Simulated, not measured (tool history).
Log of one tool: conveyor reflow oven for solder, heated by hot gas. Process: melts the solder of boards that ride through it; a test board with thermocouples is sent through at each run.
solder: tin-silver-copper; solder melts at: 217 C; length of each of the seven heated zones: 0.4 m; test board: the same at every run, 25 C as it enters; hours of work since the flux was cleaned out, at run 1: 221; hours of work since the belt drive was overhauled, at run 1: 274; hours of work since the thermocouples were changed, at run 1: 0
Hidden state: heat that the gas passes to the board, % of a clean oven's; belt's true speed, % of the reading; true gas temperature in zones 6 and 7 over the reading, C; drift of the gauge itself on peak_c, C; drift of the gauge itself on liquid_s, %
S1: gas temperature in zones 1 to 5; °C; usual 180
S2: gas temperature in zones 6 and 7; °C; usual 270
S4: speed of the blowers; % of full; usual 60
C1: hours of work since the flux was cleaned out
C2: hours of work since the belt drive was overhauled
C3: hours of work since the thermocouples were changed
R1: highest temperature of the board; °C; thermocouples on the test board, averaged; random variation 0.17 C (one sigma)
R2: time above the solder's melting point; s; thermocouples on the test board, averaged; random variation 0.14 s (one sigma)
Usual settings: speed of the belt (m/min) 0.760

Run 1, hour 0.0: usual settings; C1 221; C2 274; C3 0. Result: R1 252.9 °C, R2 49.1 s.
Run 2, hour 21.0: usual settings; C1 231; C2 284; C3 9. Result: R1 253.0 °C, R2 49.3 s.
Run 3, hour 62.7: usual settings; C1 249; C2 302; C3 28. Result: R1 252.8 °C, R2 49.3 s.
Run 4, hour 103.0: usual settings but S2 278 °C; C1 268; C2 321; C3 47. Result: R1 260.0 °C, R2 53.0 s.
Run 5, hour 130.0: usual settings but S2 262 °C; C1 280; C2 333; C3 59. Result: R1 246.2 °C, R2 44.7 s.
Run 6, hour 158.0: usual settings but S2 262 °C; C1 293; C2 345; C3 71. Result: R1 246.1 °C, R2 44.7 s.
Run 7, hour 187.3: usual settings but S1 172 °C; C1 306; C2 359; C3 85. Result: R1 251.5 °C, R2 46.1 s.
At hour 198.9: flux residue cleaned out of gas plates and filters.
Run 8, hour 226.8: usual settings but S1 172 °C, speed of the belt (m/min) 0.673; C1 13; C2 374; C3 100. Result: R1 255.8 °C, R2 55.2 s.
Run 9, hour 266.4: usual settings but S1 172 °C, speed of the belt (m/min) 0.673; C1 30; C2 392; C3 118. Result: R1 255.6 °C, R2 55.5 s.
Run 10, hour 304.6: usual settings but S2 282 °C, speed of the belt (m/min) 0.903; C1 48; C2 409; C3 135. Result: R1 256.7 °C, R2 42.1 s.
Run 11, hour 331.8: usual settings but S2 282 °C, speed of the belt (m/min) 0.903; C1 60; C2 422; C3 147. Result: R1 256.5 °C, R2 42.3 s.
Run 12, hour 369.7: usual settings but S1 170 °C, S2 268 °C; C1 77; C2 439; C3 165. Result: R1 249.3 °C, R2 43.9 s.
Run 13, hour 415.3: usual settings but S1 170 °C, S2 281 °C, speed of the belt (m/min) 0.677, S4 53 % of full; C1 98; C2 459; C3 185. Result: R1 262.6 °C, R2 58.1 s.
Run 14, hour 436.3: usual settings but S1 170 °C, S2 281 °C, speed of the belt (m/min) 0.677, S4 53 % of full; C1 107; C2 469; C3 195. Result: R1 262.7 °C, R2 58.3 s.
Run 15, hour 460.5: usual settings but S1 170 °C, S2 271 °C, speed of the belt (m/min) 0.682, S4 53 % of full; C1 118; C2 480; C3 206. Result: R1 253.4 °C, R2 52.2 s.

Forecast each of these 4 alternatives for the next run:
Run A, hour 506.2: usual settings but S1 170 °C, S2 276 °C, speed of the belt (m/min) 0.642, S4 53 % of full; C1 139; C2 500; C3 226. Result: R1 ?, R2 ?.
Run B, hour 506.2: usual settings but S1 185 °C, S2 280 °C, speed of the belt (m/min) 0.766, S4 53 % of full; C1 139; C2 500; C3 226. Result: R1 ?, R2 ?.
Run C, hour 506.2: usual settings but S1 170 °C, S2 267 °C, speed of the belt (m/min) 0.682, S4 51 % of full; C1 139; C2 500; C3 226. Result: R1 ?, R2 ?.
Run D, hour 506.2: usual settings but S1 178 °C, S2 279 °C, speed of the belt (m/min) 0.880, S4 53 % of full; C1 139; C2 500; C3 226. Result: R1 ?, R2 ?.

run     R1    R2
  A  259.8  60.2
  B  259.7  53.9
  C  249.2  48.9
  D  251.7  39.8
Without the tool's hidden state the same runs would have given:
run     R1    R2
  A  259.8  60.2
  B  259.7  53.9
  C  249.2  48.9
  D  251.7  39.8
